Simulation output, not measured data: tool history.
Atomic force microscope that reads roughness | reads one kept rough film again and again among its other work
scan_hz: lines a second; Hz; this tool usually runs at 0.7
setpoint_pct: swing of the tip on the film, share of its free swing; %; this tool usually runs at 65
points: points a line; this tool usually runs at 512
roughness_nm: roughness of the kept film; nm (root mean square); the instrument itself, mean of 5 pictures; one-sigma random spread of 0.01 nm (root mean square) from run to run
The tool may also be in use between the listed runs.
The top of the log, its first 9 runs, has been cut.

run,hour,scan_hz,setpoint_pct,points,pictures with this tip,hours of work since the height scale was calibrated,roughness_nm
10,130.1,0.7,65,512,68,191,1.579
# hour 140.4: new tip fitted
11,140.5,0.7,65,512,0,197,2.280
12,154.9,0.7,65,413,25,205,1.984
13,165.2,0.7,65,413,42,210,1.785
14,174.6,0.7,65,395,59,215,1.666
15,182.4,0.7,65,395,72,220,1.561
# hour 191.0: new tip fitted
16,198.7,0.7,65,395,13,229,2.099
17,216.8,0.7,65,512,45,238,1.762
18,227.4,0.7,65,761,63,244,1.643
19,238.5,0.7,65,525,82,250,1.502
# hour 241.6: new tip fitted
20,255.6,0.7,65,525,24,260,1.959

Run 21, settings as shown, results not yet in. Your forecast:
21,267.3,0.7,65,525,44,266,?

Run 21 gave roughness_nm 1.749 nm (root mean square).
Minus the tool's unlogged condition, the same run would have read roughness_nm 2.277 nm (root mean square).

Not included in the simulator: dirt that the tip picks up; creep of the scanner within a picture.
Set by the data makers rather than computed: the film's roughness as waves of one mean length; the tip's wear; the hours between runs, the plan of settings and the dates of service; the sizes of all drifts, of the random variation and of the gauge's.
